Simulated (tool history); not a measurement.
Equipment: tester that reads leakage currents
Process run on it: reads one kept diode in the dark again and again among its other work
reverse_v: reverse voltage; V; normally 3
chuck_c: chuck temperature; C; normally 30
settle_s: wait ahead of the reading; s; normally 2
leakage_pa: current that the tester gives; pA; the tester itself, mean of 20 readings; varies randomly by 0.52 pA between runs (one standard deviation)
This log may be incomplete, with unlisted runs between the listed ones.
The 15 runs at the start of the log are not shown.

run,day,reverse_v,chuck_c,settle_s,hours of work since the probe card was cleaned,hours of work since the tester was calibrated,hours of work since the chuck was calibrated,leakage_pa
16,19.538,3,45,0.82,1698,223,351,501.29
17,20.792,3,45,0.82,1710,235,364,499.81
18,22.233,3,45,0.82,1724,249,378,497.67
19,23.588,8.72,30,2,1738,263,391,313.82
20,24.862,8.72,30,2,1751,276,404,316.29
21,25.7,8.72,30,2,1759,284,412,314.26
22,26.675,11.09,50,2,1769,294,422,1454.3
23,27.854,11.09,50,2,1780,305,434,1462.68
24,28.646,4.51,28,1.55,1788,313,442,186.35
25,29.971,4.51,28,1.55,1801,326,455,187.17
26,30.858,19.3,30,0.74,1810,335,464,497.62
27,32.362,2.93,30,0.74,1825,350,479,169.66
28,33.046,2.93,30,0.74,1832,357,486,171.76
29,33.967,2.93,30,0.74,1841,366,495,170.98
30,35.483,3.26,54,1.37,1856,381,510,947.27
31,36.675,1.36,30,0.91,1868,393,522,110.72
32,37.708,1.36,27,0.91,1878,403,532,88.41
33,38.983,3,48,1.39,1891,416,545,610.21
34,40.362,3,48,1.39,1905,430,558,609.31
35,41.554,3,48,1.39,1917,442,570,611.43
36,43.05,13.89,20,6.51,1932,457,585,189.3
37,44.592,1.79,30,3.24,1947,472,601,127.98
38,45.967,2.64,30,3.09,1961,486,614,160.85
39,46.983,3,41,2,1971,496,624,381.31
40,47.838,3,41,2,1979,504,633,381.44

3 ways to go on from here, each from the tool as it stands after run 40. What would each give?
A,49.033,3,29,2,1991,516,645,?
B,49.033,3,41,6.49,1991,516,645,?
C,49.033,7.78,20,0.41,1991,516,645,?

run,leakage_pa
A,160.51
B,379.81
C,139.49
What these runs would have given with no unlogged condition in the tool:
run,leakage_pa
A,160.7
B,380.36
C,139.46

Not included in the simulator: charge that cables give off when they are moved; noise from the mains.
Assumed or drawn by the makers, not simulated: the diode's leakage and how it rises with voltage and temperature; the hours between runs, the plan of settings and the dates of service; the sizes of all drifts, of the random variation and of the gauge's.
